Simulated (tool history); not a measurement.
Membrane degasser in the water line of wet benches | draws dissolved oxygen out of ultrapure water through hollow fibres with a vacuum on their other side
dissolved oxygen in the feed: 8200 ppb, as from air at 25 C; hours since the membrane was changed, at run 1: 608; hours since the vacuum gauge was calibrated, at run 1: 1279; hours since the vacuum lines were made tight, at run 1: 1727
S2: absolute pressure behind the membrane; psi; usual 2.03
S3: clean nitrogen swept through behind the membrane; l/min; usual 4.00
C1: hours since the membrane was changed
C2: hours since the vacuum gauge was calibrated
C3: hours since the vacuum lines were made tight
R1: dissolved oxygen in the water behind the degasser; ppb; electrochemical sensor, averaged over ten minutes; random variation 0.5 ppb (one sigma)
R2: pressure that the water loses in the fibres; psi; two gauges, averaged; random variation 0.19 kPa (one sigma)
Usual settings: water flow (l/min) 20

Run 1, day 0.000: usual settings; C1 608; C2 1279; C3 1727. Result: R1 136.0 ppb, R2 5.707 psi.
Run 2, day 3.683: usual settings; C1 697; C2 1367; C3 1816. Result: R1 137.0 ppb, R2 5.664 psi.
Run 3, day 9.962: usual settings; C1 848; C2 1518; C3 1966. Result: R1 136.8 ppb, R2 5.693 psi.
Run 4, day 15.804: usual settings; C1 988; C2 1658; C3 2107. Result: R1 137.0 ppb, R2 5.707 psi.
Run 5, day 22.983: usual settings; C1 1160; C2 1830; C3 2279. Result: R1 136.7 ppb, R2 5.735 psi.
Run 6, day 27.529: usual settings; C1 1269; C2 1939; C3 2388. Result: R1 136.3 ppb, R2 5.667 psi.
Run 7, day 35.883: usual settings; C1 1470; C2 2140; C3 2588. Result: R1 136.0 ppb, R2 5.735 psi.
Run 8, day 43.625: usual settings; C1 1655; C2 2326; C3 2774. Result: R1 136.5 ppb, R2 5.722 psi.
Run 9, day 50.100: usual settings; C1 1811; C2 2481; C3 2930. Result: R1 137.9 ppb, R2 5.680 psi.
Run 10, day 55.796: usual settings but S3 9.27 l/min; C1 1947; C2 2618; C3 3066. Result: R1 63.6 ppb, R2 5.771 psi.
Run 11, day 60.471: usual settings but water flow (l/min) 32, S3 2.90 l/min; C1 2060; C2 2730; C3 3179. Result: R1 336.4 ppb, R2 9.166 psi.
Run 12, day 68.238: usual settings but S2 1.35 psi, S3 4.46 l/min; C1 2246; C2 2916; C3 3365. Result: R1 73.1 ppb, R2 5.717 psi.
Run 13, day 71.758: usual settings but water flow (l/min) 17, S2 1.36 psi, S3 1.92 l/min; C1 2331; C2 3001; C3 3449. Result: R1 132.9 ppb, R2 4.866 psi.
Run 14, day 77.662: usual settings but S2 1.94 psi, S3 9.00 l/min; C1 2472; C2 3143; C3 3591. Result: R1 63.0 ppb, R2 5.726 psi.
Run 15, day 85.746: usual settings but water flow (l/min) 28, S3 10.69 l/min; C1 2666; C2 3337; C3 3785. Result: R1 105.0 ppb, R2 8.041 psi.
Run 16, day 93.779: usual settings but water flow (l/min) 30; C1 2859; C2 3529; C3 3978. Result: R1 239.5 ppb, R2 8.625 psi.

Some steps in R1 between neighbouring runs. How much of each would the tool show without its hidden state too (settings, what came in, random variation), and how much is left for the hidden state, with any gauge scatter that isn't in both results?
The hidden state here: membrane still open, %; true pressure behind the membrane over the reading, kPa; air that leaks in behind the membrane, l/min; drift of the gauge itself on oxygen_ppb, %; drift of the gauge itself on loss_of_pressure_kpa, %.
Run 10 -> 11: water flow (l/min) 20 -> 32, S3 9.27 -> 2.90. R1 +272.8 ppb: hidden state +4.7, all else +268.1.

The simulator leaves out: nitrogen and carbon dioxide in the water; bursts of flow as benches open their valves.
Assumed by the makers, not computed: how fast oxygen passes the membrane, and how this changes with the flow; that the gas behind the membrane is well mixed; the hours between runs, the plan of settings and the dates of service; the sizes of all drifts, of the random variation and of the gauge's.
